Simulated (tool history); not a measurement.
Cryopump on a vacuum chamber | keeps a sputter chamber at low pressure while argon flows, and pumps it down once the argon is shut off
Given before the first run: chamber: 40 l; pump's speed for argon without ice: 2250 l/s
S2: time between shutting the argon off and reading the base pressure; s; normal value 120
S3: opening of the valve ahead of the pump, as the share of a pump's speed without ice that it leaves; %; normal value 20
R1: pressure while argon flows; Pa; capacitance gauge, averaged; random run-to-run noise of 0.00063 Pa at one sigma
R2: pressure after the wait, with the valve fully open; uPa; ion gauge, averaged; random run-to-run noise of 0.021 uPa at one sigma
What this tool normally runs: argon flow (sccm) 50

{"run": 1, "hour": 0.0, "argon flow (sccm)": 50, "S2": 120, "S3": 20, "R1": 0.1963, "R2": 1.64}
{"run": 2, "hour": 27.8, "argon flow (sccm)": 50, "S2": 120, "S3": 20, "R1": 0.1981, "R2": 1.66}
{"run": 3, "hour": 42.6, "argon flow (sccm)": 50, "S2": 120, "S3": 20, "R1": 0.197, "R2": 1.61}
{"run": 4, "hour": 58.2, "argon flow (sccm)": 50, "S2": 120, "S3": 20, "R1": 0.1978, "R2": 1.72}
{"run": 5, "hour": 81.6, "argon flow (sccm)": 50, "S2": 120, "S3": 20, "R1": 0.1996, "R2": 1.71}
{"run": 6, "hour": 111.0, "argon flow (sccm)": 50, "S2": 120, "S3": 51, "R1": 0.0846, "R2": 1.75}
{"run": 7, "hour": 132.8, "argon flow (sccm)": 50, "S2": 120, "S3": 51, "R1": 0.085, "R2": 1.76}
{"run": 8, "hour": 164.4, "argon flow (sccm)": 50, "S2": 120, "S3": 51, "R1": 0.0842, "R2": 1.8}
{"run": 9, "hour": 179.4, "argon flow (sccm)": 50, "S2": 120, "S3": 51, "R1": 0.0847, "R2": 1.74}
{"hour": 203.2, "done": "pump warmed up, emptied and cooled again"}
{"run": 10, "hour": 203.2, "argon flow (sccm)": 53, "S2": 63, "S3": 58, "R1": 0.0693, "R2": 1.61}
{"run": 11, "hour": 222.0, "argon flow (sccm)": 32, "S2": 38, "S3": 37, "R1": 0.0646, "R2": 1.8}
{"run": 12, "hour": 242.2, "argon flow (sccm)": 82, "S2": 38, "S3": 22, "R1": 0.2825, "R2": 1.88}
{"run": 13, "hour": 265.9, "argon flow (sccm)": 85, "S2": 28, "S3": 18, "R1": 0.3564, "R2": 2.15}
{"hour": 288.7, "done": "leaking fittings of the chamber tightened, without venting"}
{"run": 14, "hour": 296.1, "argon flow (sccm)": 85, "S2": 28, "S3": 18, "R1": 0.356, "R2": 1.04}
{"run": 15, "hour": 320.3, "argon flow (sccm)": 50, "S2": 36, "S3": 17, "R1": 0.2219, "R2": 0.85}
{"run": 16, "hour": 343.1, "argon flow (sccm)": 50, "S2": 36, "S3": 17, "R1": 0.2232, "R2": 0.84}
{"run": 17, "hour": 361.1, "argon flow (sccm)": 32, "S2": 30, "S3": 16, "R1": 0.1516, "R2": 0.98}
{"run": 18, "hour": 384.5, "argon flow (sccm)": 24, "S2": 120, "S3": 20, "R1": 0.0906, "R2": 0.38}

Below are 4 alternative next runs, each starting from the tool's condition after run 18. Predict each:
{"run": "A", "hour": 416.3, "argon flow (sccm)": 24, "S2": 120, "S3": 36, "R1": "?", "R2": "?"}
{"run": "B", "hour": 416.3, "argon flow (sccm)": 45, "S2": 73, "S3": 20, "R1": "?", "R2": "?"}
{"run": "C", "hour": 416.3, "argon flow (sccm)": 30, "S2": 61, "S3": 26, "R1": "?", "R2": "?"}
{"run": "D", "hour": 416.3, "argon flow (sccm)": 50, "S2": 54, "S3": 41, "R1": "?", "R2": "?"}

run=A R1=0.0514 R2=0.41
run=B R1=0.1703 R2=0.54
run=C R1=0.0882 R2=0.59
run=D R1=0.0941 R2=0.63
Without the tool's hidden state the same runs would have given:
run=A R1=0.0505 R2=0.33
run=B R1=0.1685 R2=0.47
run=C R1=0.087 R2=0.52
run=D R1=0.0921 R2=0.55
